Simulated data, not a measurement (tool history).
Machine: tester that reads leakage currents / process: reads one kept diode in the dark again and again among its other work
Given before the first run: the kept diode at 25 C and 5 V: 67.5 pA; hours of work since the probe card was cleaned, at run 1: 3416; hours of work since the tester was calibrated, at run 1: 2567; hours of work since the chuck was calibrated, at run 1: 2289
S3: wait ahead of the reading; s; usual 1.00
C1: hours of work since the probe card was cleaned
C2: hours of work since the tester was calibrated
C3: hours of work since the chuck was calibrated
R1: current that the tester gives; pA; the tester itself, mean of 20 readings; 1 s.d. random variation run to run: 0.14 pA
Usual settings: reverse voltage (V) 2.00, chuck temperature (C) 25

{"run": 1, "day": 0.0, "reverse voltage (V)": 2.0, "chuck temperature (C)": 25, "S3": 1.0, "C1": 3416, "C2": 2567, "C3": 2289, "R1": 49.5}
{"run": 2, "day": 4.962, "reverse voltage (V)": 2.23, "chuck temperature (C)": 25, "S3": 1.0, "C1": 3490, "C2": 2642, "C3": 2363, "R1": 52.65}
{"day": 5.467, "done": "chuck's temperature calibrated"}
{"run": 3, "day": 10.442, "reverse voltage (V)": 6.89, "chuck temperature (C)": 25, "S3": 1.0, "C1": 3571, "C2": 2723, "C3": 75, "R1": 85.21}
{"run": 4, "day": 14.721, "reverse voltage (V)": 5.45, "chuck temperature (C)": 25, "S3": 1.0, "C1": 3635, "C2": 2787, "C3": 139, "R1": 75.01}
{"run": 5, "day": 19.221, "reverse voltage (V)": 5.45, "chuck temperature (C)": 25, "S3": 1.0, "C1": 3703, "C2": 2854, "C3": 206, "R1": 75.39}
{"day": 21.488, "done": "probe card cleaned and baked"}
{"run": 6, "day": 22.808, "reverse voltage (V)": 5.45, "chuck temperature (C)": 25, "S3": 1.0, "C1": 20, "C2": 2906, "C3": 258, "R1": 73.18}
{"run": 7, "day": 28.033, "reverse voltage (V)": 2.0, "chuck temperature (C)": 25, "S3": 1.0, "C1": 98, "C2": 2985, "C3": 337, "R1": 43.82}
{"run": 8, "day": 32.917, "reverse voltage (V)": 2.0, "chuck temperature (C)": 25, "S3": 1.0, "C1": 172, "C2": 3058, "C3": 410, "R1": 43.75}
{"run": 9, "day": 35.446, "reverse voltage (V)": 2.0, "chuck temperature (C)": 25, "S3": 1.0, "C1": 210, "C2": 3096, "C3": 448, "R1": 43.9}
{"run": 10, "day": 40.204, "reverse voltage (V)": 2.0, "chuck temperature (C)": 25, "S3": 1.0, "C1": 281, "C2": 3168, "C3": 520, "R1": 44.2}
{"run": 11, "day": 44.183, "reverse voltage (V)": 2.0, "chuck temperature (C)": 25, "S3": 1.0, "C1": 341, "C2": 3227, "C3": 579, "R1": 44.34}
{"run": 12, "day": 47.471, "reverse voltage (V)": 2.0, "chuck temperature (C)": 25, "S3": 1.0, "C1": 390, "C2": 3277, "C3": 629, "R1": 44.4}
{"run": 13, "day": 53.138, "reverse voltage (V)": 2.0, "chuck temperature (C)": 25, "S3": 1.0, "C1": 475, "C2": 3362, "C3": 714, "R1": 44.71}
{"run": 14, "day": 57.492, "reverse voltage (V)": 2.0, "chuck temperature (C)": 25, "S3": 1.0, "C1": 541, "C2": 3427, "C3": 779, "R1": 44.83}
{"run": 15, "day": 62.492, "reverse voltage (V)": 2.0, "chuck temperature (C)": 25, "S3": 5.41, "C1": 616, "C2": 3502, "C3": 854, "R1": 44.43}
{"run": 16, "day": 67.788, "reverse voltage (V)": 2.0, "chuck temperature (C)": 25, "S3": 1.0, "C1": 695, "C2": 3582, "C3": 934, "R1": 45.08}
{"run": 17, "day": 72.792, "reverse voltage (V)": 2.0, "chuck temperature (C)": 25, "S3": 1.0, "C1": 770, "C2": 3657, "C3": 1009, "R1": 45.48}
{"run": 18, "day": 78.179, "reverse voltage (V)": 2.0, "chuck temperature (C)": 25, "S3": 3.84, "C1": 851, "C2": 3738, "C3": 1090, "R1": 44.96}
{"run": 19, "day": 81.454, "reverse voltage (V)": 2.0, "chuck temperature (C)": 25, "S3": 3.84, "C1": 900, "C2": 3787, "C3": 1139, "R1": 45.22}
{"run": 20, "day": 84.388, "reverse voltage (V)": 19.73, "chuck temperature (C)": 26, "S3": 5.01, "C1": 944, "C2": 3831, "C3": 1183, "R1": 159.51}
{"run": 21, "day": 89.292, "reverse voltage (V)": 4.53, "chuck temperature (C)": 25, "S3": 2.91, "C1": 1018, "C2": 3905, "C3": 1257, "R1": 69.5}
{"run": 22, "day": 93.096, "reverse voltage (V)": 2.0, "chuck temperature (C)": 59, "S3": 1.18, "C1": 1075, "C2": 3962, "C3": 1314, "R1": 579.57}
{"run": 23, "day": 96.525, "reverse voltage (V)": 7.81, "chuck temperature (C)": 30, "S3": 1.0, "C1": 1127, "C2": 4013, "C3": 1365, "R1": 140.7}
{"run": 24, "day": 100.617, "reverse voltage (V)": 1.69, "chuck temperature (C)": 31, "S3": 8.0, "C1": 1188, "C2": 4075, "C3": 1427, "R1": 68.72}
{"run": 25, "day": 104.117, "reverse voltage (V)": 1.64, "chuck temperature (C)": 31, "S3": 5.71, "C1": 1241, "C2": 4127, "C3": 1479, "R1": 67.71}
{"run": 26, "day": 106.979, "reverse voltage (V)": 1.64, "chuck temperature (C)": 31, "S3": 5.71, "C1": 1284, "C2": 4170, "C3": 1522, "R1": 68.06}
{"run": 27, "day": 110.167, "reverse voltage (V)": 11.52, "chuck temperature (C)": 31, "S3": 1.73, "C1": 1331, "C2": 4218, "C3": 1570, "R1": 187.0}
{"run": 28, "day": 113.142, "reverse voltage (V)": 6.81, "chuck temperature (C)": 25, "S3": 0.3, "C1": 1376, "C2": 4263, "C3": 1615, "R1": 95.37}
{"run": 29, "day": 117.038, "reverse voltage (V)": 2.0, "chuck temperature (C)": 30, "S3": 1.0, "C1": 1435, "C2": 4321, "C3": 1673, "R1": 70.49}
{"run": 30, "day": 121.288, "reverse voltage (V)": 6.18, "chuck temperature (C)": 25, "S3": 0.44, "C1": 1498, "C2": 4385, "C3": 1737, "R1": 87.76}
{"run": 31, "day": 123.788, "reverse voltage (V)": 2.0, "chuck temperature (C)": 25, "S3": 6.77, "C1": 1536, "C2": 4422, "C3": 1774, "R1": 46.91}
{"run": 32, "day": 127.438, "reverse voltage (V)": 1.26, "chuck temperature (C)": 44, "S3": 3.9, "C1": 1591, "C2": 4477, "C3": 1829, "R1": 163.52}
{"run": 33, "day": 131.888, "reverse voltage (V)": 2.66, "chuck temperature (C)": 21, "S3": 2.9, "C1": 1657, "C2": 4544, "C3": 1896, "R1": 39.27}
{"day": 136.625, "done": "tester calibrated"}
{"run": 34, "day": 136.625, "reverse voltage (V)": 18.47, "chuck temperature (C)": 48, "S3": 2.0, "C1": 1727, "C2": 0, "C3": 1966, "R1": 881.16}
{"run": 35, "day": 141.971, "reverse voltage (V)": 18.47, "chuck temperature (C)": 48, "S3": 2.0, "C1": 1808, "C2": 80, "C3": 2046, "R1": 878.42}
{"run": 36, "day": 144.771, "reverse voltage (V)": 12.92, "chuck temperature (C)": 48, "S3": 4.53, "C1": 1850, "C2": 122, "C3": 2088, "R1": 731.37}
{"run": 37, "day": 147.517, "reverse voltage (V)": 7.05, "chuck temperature (C)": 46, "S3": 0.85, "C1": 1891, "C2": 164, "C3": 2130, "R1": 471.83}
{"run": 38, "day": 150.333, "reverse voltage (V)": 8.09, "chuck temperature (C)": 21, "S3": 8.21, "C1": 1933, "C2": 206, "C3": 2172, "R1": 71.46}

Below, each run's measurement less what the same run would have read without the hidden state. Both values contain the same run-to-run variation, but the gauge's scatter may not be the same in both:
The tool's hidden condition here consists of: stray current of the dirty probe card, pA a volt; current scale over the true one, %; true chuck temperature over the reading, C; drift of the gauge itself on leakage_pa, %.
run=1 R1=+6.24
run=2 R1=+6.85
run=3 R1=+2.94
run=4 R1=+2.55
run=5 R1=+2.85
run=6 R1=+0.57
run=7 R1=+0.54
run=8 R1=+0.71
run=9 R1=+0.80
run=10 R1=+0.97
run=11 R1=+1.14
run=12 R1=+1.25
run=13 R1=+1.47
run=14 R1=+1.64
run=15 R1=+1.85
run=16 R1=+2.04
run=17 R1=+2.22
run=18 R1=+2.42
run=19 R1=+2.55
run=20 R1=+10.66
run=21 R1=+4.50
run=22 R1=+27.30
run=23 R1=+9.31
run=24 R1=+4.55
run=25 R1=+4.66
run=26 R1=+4.85
run=27 R1=+14.67
run=28 R1=+7.51
run=29 R1=+5.57
run=30 R1=+7.67
run=31 R1=+4.22
run=32 R1=+12.45
run=33 R1=+4.04
run=34 R1=+82.97
run=35 R1=+85.61
run=36 R1=+72.08
run=37 R1=+47.23
run=38 R1=+9.93

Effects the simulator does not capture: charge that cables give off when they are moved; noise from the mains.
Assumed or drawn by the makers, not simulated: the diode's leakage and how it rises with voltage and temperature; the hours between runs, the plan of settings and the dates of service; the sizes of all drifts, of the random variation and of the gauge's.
